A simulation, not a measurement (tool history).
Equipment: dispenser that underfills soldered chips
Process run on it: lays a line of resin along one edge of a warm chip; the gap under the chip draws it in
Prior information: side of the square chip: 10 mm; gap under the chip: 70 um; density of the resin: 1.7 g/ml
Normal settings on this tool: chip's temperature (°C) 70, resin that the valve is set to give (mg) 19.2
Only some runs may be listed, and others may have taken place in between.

run,hour,chip's temperature (°C),resin that the valve is set to give (mg),time until the resin shows at the far edge (s),resin that the valve gave (mg)
1,0,70,19.2,48.5,18.97
# hour 4.9: new syringe of resin
2,8,70,19.2,44.1,18.91
# hour 15.4: new syringe of resin
3,17.7,70,19.2,43.3,18.77
# hour 25.7: new syringe of resin
4,26.3,70,19.2,39.9,18.62
5,33.4,70,17.9,55.8,17.39
# hour 35.6: new syringe of resin
6,39.1,70,17.9,46.3,17.36
7,44.6,70,17.9,60.2,17.29
# hour 45.4: new syringe of resin
8,50.6,70,21.7,50.7,20.97
# hour 55.6: new syringe of resin
9,57.8,70,19.2,42,18.45
# hour 65.2: new syringe of resin
10,66.4,77,19.2,29.6,18.58
# hour 74.8: new syringe of resin
11,74.8,77,19.2,27.9,18.22
12,81.2,77,19.2,36.6,18.2
# hour 84.6: new syringe of resin
13,88.1,70,19.2,45.7,18.16
# hour 94.2: new syringe of resin
14,94.2,70,19.2,38.3,18.15
15,101.4,70,19.2,54.1,18.11
# hour 104.2: new syringe of resin
16,109.1,70,19.2,50.4,17.97
# hour 114: new syringe of resin
17,115.9,70,19.2,43,17.82
# hour 121.6: dispensing valve cleaned and set on the balance
18,123.3,70,19.2,56,19.12
# hour 125: new syringe of resin
19,133.8,74,17.8,47.5,17.65
# hour 135: new syringe of resin
20,142.9,64,19.2,72,19.19
# hour 145.3: new syringe of resin
21,147.9,83,20,25,19.75
# hour 154.9: new syringe of resin
22,156.9,83,20,24.1,19.77
# hour 164.6: new syringe of resin
23,165.8,76,20.1,30.9,19.74
# hour 174.6: new syringe of resin
24,176.7,70,21.4,41.6,20.73
25,181.7,84,18.9,28.4,18.36
# hour 184.5: new syringe of resin
26,191.7,78,16.6,38.2,16.02
# hour 194.2: new syringe of resin
27,199.8,82,23.6,29.1,22.88
# hour 203.9: new syringe of resin
28,208.9,60,22.4,75.6,21.59
# hour 214.4: new syringe of resin
29,215.6,79,17.9,27.2,17.26
30,222.6,79,17.9,38.2,17.06
# hour 224.5: new syringe of resin
31,227.4,69,19.2,45.9,18.3
# hour 234.7: new syringe of resin
32,235.7,64,19.2,52.8,18.36
# hour 244.7: new syringe of resin
33,245.5,64,19.2,52.1,18.15
34,250.7,64,19.2,64.5,18.14
# hour 255: new syringe of resin
35,260.6,68,22.1,52,20.92

Some steps in time until the resin shows at the far edge (s) between neighbouring runs. How much of each would the tool show without its hidden state too (settings, what came in, random variation), and how much is left for the hidden state, with any gauge scatter that isn't in both results?
The tool's hidden condition here consists of: resin's viscosity, % of fresh resin's; dose that the valve gives, % of what is set; true chip temperature over the reading, C; drift of the gauge itself on fill_s, %; drift of the gauge itself on given_mg, %.
Run 4 -> 5: resin that the valve is set to give (mg) 19.2 -> 17.9. time until the resin shows at the far edge (s) +15.9: hidden state +14.7, all else +1.2.
Run 14 -> 15: no setting changed, nothing entered. time until the resin shows at the far edge (s) +15.8: hidden state +14.5, all else +1.3.
Run 20 -> 21: chip's temperature (°C) 64 -> 83, resin that the valve is set to give (mg) 19.2 -> 20, new syringe of resin. time until the resin shows at the far edge (s) -47: hidden state -16.2, all else -30.8.
Run 27 -> 28: chip's temperature (°C) 82 -> 60, resin that the valve is set to give (mg) 23.6 -> 22.4, new syringe of resin. time until the resin shows at the far edge (s) +46.5: hidden state +6.3, all else +40.2.
Run 28 -> 29: chip's temperature (°C) 60 -> 79, resin that the valve is set to give (mg) 22.4 -> 17.9, new syringe of resin. time until the resin shows at the far edge (s) -48.4: hidden state -11.5, all else -36.9.
